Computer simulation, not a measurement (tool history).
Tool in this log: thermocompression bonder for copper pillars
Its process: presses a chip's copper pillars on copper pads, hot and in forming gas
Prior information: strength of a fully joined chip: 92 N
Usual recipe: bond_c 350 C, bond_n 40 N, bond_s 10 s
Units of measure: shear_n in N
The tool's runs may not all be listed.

{"run": 1, "hour": 0.0, "bond_c": 350, "bond_n": 40, "bond_s": 10, "shear_n": 54.4}
{"run": 2, "hour": 8.4, "bond_c": 350, "bond_n": 40, "bond_s": 28, "shear_n": 71.6}
{"run": 3, "hour": 14.8, "bond_c": 350, "bond_n": 40, "bond_s": 28, "shear_n": 71.5}
{"run": 4, "hour": 20.5, "bond_c": 350, "bond_n": 40, "bond_s": 28, "shear_n": 71.1}
{"run": 5, "hour": 28.6, "bond_c": 350, "bond_n": 40, "bond_s": 28, "shear_n": 71.5}
{"run": 6, "hour": 37.1, "bond_c": 350, "bond_n": 40, "bond_s": 28, "shear_n": 71.4}
{"run": 7, "hour": 45.3, "bond_c": 350, "bond_n": 40, "bond_s": 28, "shear_n": 71.3}
{"run": 8, "hour": 53.2, "bond_c": 350, "bond_n": 40, "bond_s": 28, "shear_n": 72.1}
{"run": 9, "hour": 57.7, "bond_c": 350, "bond_n": 40, "bond_s": 28, "shear_n": 71.6}
{"run": 10, "hour": 63.3, "bond_c": 350, "bond_n": 40, "bond_s": 10, "shear_n": 54.7}
{"run": 11, "hour": 69.9, "bond_c": 350, "bond_n": 40, "bond_s": 10, "shear_n": 54.8}
{"run": 12, "hour": 77.9, "bond_c": 350, "bond_n": 40, "bond_s": 10, "shear_n": 55.4}
{"run": 13, "hour": 82.2, "bond_c": 350, "bond_n": 40, "bond_s": 6, "shear_n": 46.6}
{"run": 14, "hour": 92.6, "bond_c": 350, "bond_n": 40, "bond_s": 6, "shear_n": 46}
{"run": 15, "hour": 98.1, "bond_c": 350, "bond_n": 40, "bond_s": 9, "shear_n": 54}
{"run": 16, "hour": 108.5, "bond_c": 350, "bond_n": 40, "bond_s": 9, "shear_n": 53.8}
{"run": 17, "hour": 117.2, "bond_c": 350, "bond_n": 31, "bond_s": 10, "shear_n": 46.5}
{"run": 18, "hour": 122.1, "bond_c": 350, "bond_n": 40, "bond_s": 10, "shear_n": 53.9}
{"run": 19, "hour": 131.1, "bond_c": 350, "bond_n": 40, "bond_s": 10, "shear_n": 55}
{"run": 20, "hour": 137.9, "bond_c": 340, "bond_n": 40, "bond_s": 10, "shear_n": 50.6}
{"run": 21, "hour": 145.3, "bond_c": 344, "bond_n": 28, "bond_s": 8, "shear_n": 37.4}
{"run": 22, "hour": 155.4, "bond_c": 323, "bond_n": 55, "bond_s": 6, "shear_n": 45.4}
{"run": 23, "hour": 165.1, "bond_c": 350, "bond_n": 40, "bond_s": 10, "shear_n": 54.4}
{"run": 24, "hour": 173.9, "bond_c": 326, "bond_n": 27, "bond_s": 10, "shear_n": 32.7}
{"run": 25, "hour": 180.2, "bond_c": 326, "bond_n": 27, "bond_s": 10, "shear_n": 32.2}
{"run": 26, "hour": 186.4, "bond_c": 326, "bond_n": 27, "bond_s": 10, "shear_n": 33.8}
{"run": 27, "hour": 195.0, "bond_c": 374, "bond_n": 33, "bond_s": 10, "shear_n": 57.3}
{"run": 28, "hour": 204.3, "bond_c": 374, "bond_n": 33, "bond_s": 10, "shear_n": 58}
{"run": 29, "hour": 209.6, "bond_c": 374, "bond_n": 33, "bond_s": 10, "shear_n": 58.3}
{"run": 30, "hour": 217.5, "bond_c": 374, "bond_n": 33, "bond_s": 10, "shear_n": 58.4}
{"run": 31, "hour": 227.0, "bond_c": 374, "bond_n": 38, "bond_s": 13, "shear_n": 67}
{"run": 32, "hour": 237.4, "bond_c": 350, "bond_n": 40, "bond_s": 18, "shear_n": 63.3}
{"run": 33, "hour": 242.0, "bond_c": 371, "bond_n": 28, "bond_s": 25, "shear_n": 66.7}
{"run": 34, "hour": 248.7, "bond_c": 357, "bond_n": 54, "bond_s": 7, "shear_n": 62.1}
{"hour": 251.6, "done": "forming gas filter changed"}
{"run": 35, "hour": 257.3, "bond_c": 358, "bond_n": 36, "bond_s": 10, "shear_n": 56.9}
{"run": 36, "hour": 267.1, "bond_c": 358, "bond_n": 50, "bond_s": 10, "shear_n": 68.6}
{"run": 37, "hour": 272.8, "bond_c": 360, "bond_n": 40, "bond_s": 15, "shear_n": 68}
{"run": 38, "hour": 277.9, "bond_c": 380, "bond_n": 40, "bond_s": 18, "shear_n": 77.2}
{"run": 39, "hour": 288.2, "bond_c": 380, "bond_n": 40, "bond_s": 18, "shear_n": 77.9}

What if the next run were any one of these 3? Each begins from the tool's condition after run 39:
{"hour": 293.8, "done": "heater calibrated with a thermocouple chip"}
{"run": "A", "hour": 295.5, "bond_c": 373, "bond_n": 32, "bond_s": 16, "shear_n": "?"}
{"hour": 293.8, "done": "heater calibrated with a thermocouple chip"}
{"run": "B", "hour": 295.5, "bond_c": 336, "bond_n": 59, "bond_s": 7, "shear_n": "?"}
{"hour": 293.8, "done": "heater calibrated with a thermocouple chip"}
{"run": "C", "hour": 295.5, "bond_c": 350, "bond_n": 40, "bond_s": 13, "shear_n": "?"}

run=A shear_n=60.9
run=B shear_n=51.9
run=C shear_n=55.8
Stripped of hidden state, with their random variation kept, the same runs would have yielded:
run=A shear_n=60.6
run=B shear_n=51.5
run=C shear_n=55.4
